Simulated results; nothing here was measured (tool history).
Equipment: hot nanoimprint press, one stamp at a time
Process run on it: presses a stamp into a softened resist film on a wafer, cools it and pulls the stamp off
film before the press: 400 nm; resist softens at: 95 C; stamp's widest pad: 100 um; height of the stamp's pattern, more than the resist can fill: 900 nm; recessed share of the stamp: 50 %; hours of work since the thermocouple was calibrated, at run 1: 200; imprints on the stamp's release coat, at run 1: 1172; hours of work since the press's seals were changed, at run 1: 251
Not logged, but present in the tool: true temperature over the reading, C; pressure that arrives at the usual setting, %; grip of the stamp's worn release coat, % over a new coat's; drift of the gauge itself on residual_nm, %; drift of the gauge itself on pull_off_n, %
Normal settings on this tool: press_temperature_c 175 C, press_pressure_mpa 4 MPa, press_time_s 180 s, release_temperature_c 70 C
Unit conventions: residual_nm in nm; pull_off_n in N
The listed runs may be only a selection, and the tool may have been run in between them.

| run | hour | press_temperature_c | press_pressure_mpa | press_time_s | release_temperature_c | hours of work since the thermocouple was calibrated | imprints on the stamp's release coat | hours of work since the press's seals were changed | residual_nm | pull_off_n |
|---|---|---|---|---|---|---|---|---|---|---|
| 1 | 0 | 175 | 4 | 180 | 70 | 200 | 1172 | 251 | 162.6 | 316 |
| 2 | 10.7 | 175 | 4 | 180 | 70 | 207 | 1226 | 259 | 166.8 | 317 |
|  | 17.6 | stamp cleaned and given a new release coat |
| 3 | 27.3 | 175 | 4 | 180 | 70 | 215 | 49 | 266 | 164.6 | 251 |
| 4 | 33.5 | 175 | 4 | 180 | 70 | 220 | 80 | 271 | 164.8 | 248 |
| 5 | 44.3 | 175 | 4 | 180 | 70 | 228 | 134 | 279 | 165.4 | 252 |
| 6 | 53.6 | 175 | 4 | 180 | 70 | 234 | 180 | 286 | 166.4 | 250 |
| 7 | 62.2 | 175 | 4 | 180 | 70 | 241 | 224 | 292 | 166 | 261 |
| 8 | 69 | 175 | 4 | 162 | 70 | 246 | 258 | 297 | 175.8 | 254 |
| 9 | 76.4 | 175 | 4 | 162 | 70 | 251 | 295 | 302 | 172.7 | 253 |
| 10 | 83.5 | 175 | 4 | 180 | 69 | 256 | 331 | 308 | 166.1 | 255 |
| 11 | 92.9 | 175 | 4 | 180 | 69 | 263 | 378 | 314 | 164.8 | 263 |
| 12 | 102.1 | 175 | 4 | 180 | 56 | 270 | 424 | 321 | 167.1 | 293 |
| 13 | 109.8 | 175 | 4 | 180 | 56 | 276 | 462 | 327 | 166.8 | 300 |
|  | 113.3 | plate thermocouple calibrated |
| 14 | 122 | 175 | 4 | 180 | 56 | 6 | 508 | 334 | 168.7 | 306 |
| 15 | 129.6 | 175 | 4 | 109 | 70 | 12 | 547 | 339 | 204.2 | 278 |
| 16 | 136.4 | 175 | 4 | 109 | 70 | 17 | 580 | 344 | 204.6 | 271 |
| 17 | 145.2 | 179 | 3 | 109 | 70 | 23 | 625 | 351 | 201.9 | 277 |
| 18 | 151 | 179 | 3 | 109 | 70 | 28 | 654 | 355 | 204.9 | 277 |
| 19 | 157.5 | 169 | 2.54 | 180 | 57 | 32 | 686 | 360 | 236.7 | 318 |
| 20 | 168.7 | 169 | 5.81 | 155 | 57 | 41 | 742 | 368 | 184.5 | 318 |
| 21 | 174.4 | 167 | 4.06 | 186 | 57 | 45 | 771 | 372 | 211.8 | 324 |
|  | 179.1 | plate thermocouple calibrated, once more |
| 22 | 184.8 | 167 | 4.06 | 186 | 57 | 4 | 808 | 377 | 203.4 | 323 |
| 23 | 195.3 | 167 | 4.06 | 186 | 57 | 12 | 860 | 385 | 200.2 | 324 |
| 24 | 206.1 | 175 | 4 | 222 | 70 | 20 | 915 | 393 | 146.7 | 298 |
| 25 | 213.6 | 171 | 2.46 | 180 | 70 | 25 | 953 | 399 | 219.1 | 296 |
| 26 | 220.2 | 171 | 2.46 | 180 | 70 | 30 | 985 | 403 | 220.7 | 291 |
| 27 | 226.2 | 171 | 2.46 | 180 | 70 | 35 | 1016 | 408 | 221.7 | 297 |
| 28 | 236.6 | 171 | 2.46 | 180 | 70 | 42 | 1068 | 415 | 224.2 | 303 |
| 29 | 245.1 | 182 | 2.49 | 180 | 70 | 48 | 1110 | 422 | 162.9 | 307 |
| 30 | 256.1 | 184 | 4.38 | 357 | 71 | 56 | 1165 | 430 | 89.6 | 301 |

The logged runs with the hidden state left out (each run's random variation unchanged):
| run | residual_nm | pull_off_n |
|---|---|---|
| 1 | 158 | 242 |
| 2 | 162 | 240 |
| 3 | 159.7 | 247 |
| 4 | 159.8 | 241 |
| 5 | 160.3 | 242 |
| 6 | 161.2 | 238 |
| 7 | 160.7 | 246 |
| 8 | 170.3 | 237 |
| 9 | 167.1 | 234 |
| 10 | 160.5 | 234 |
| 11 | 159.2 | 239 |
| 12 | 161.4 | 264 |
| 13 | 161 | 267 |
| 14 | 161.3 | 269 |
| 15 | 196 | 242 |
| 16 | 196.4 | 234 |
| 17 | 194.4 | 237 |
| 18 | 197.2 | 236 |
| 19 | 227.8 | 269 |
| 20 | 174.8 | 266 |
| 21 | 201.9 | 269 |
| 22 | 200.3 | 268 |
| 23 | 197.1 | 266 |
| 24 | 144.1 | 241 |
| 25 | 216.4 | 238 |
| 26 | 217.9 | 231 |
| 27 | 218.8 | 235 |
| 28 | 221.1 | 237 |
| 29 | 160.4 | 238 |
| 30 | 87.6 | 231 |
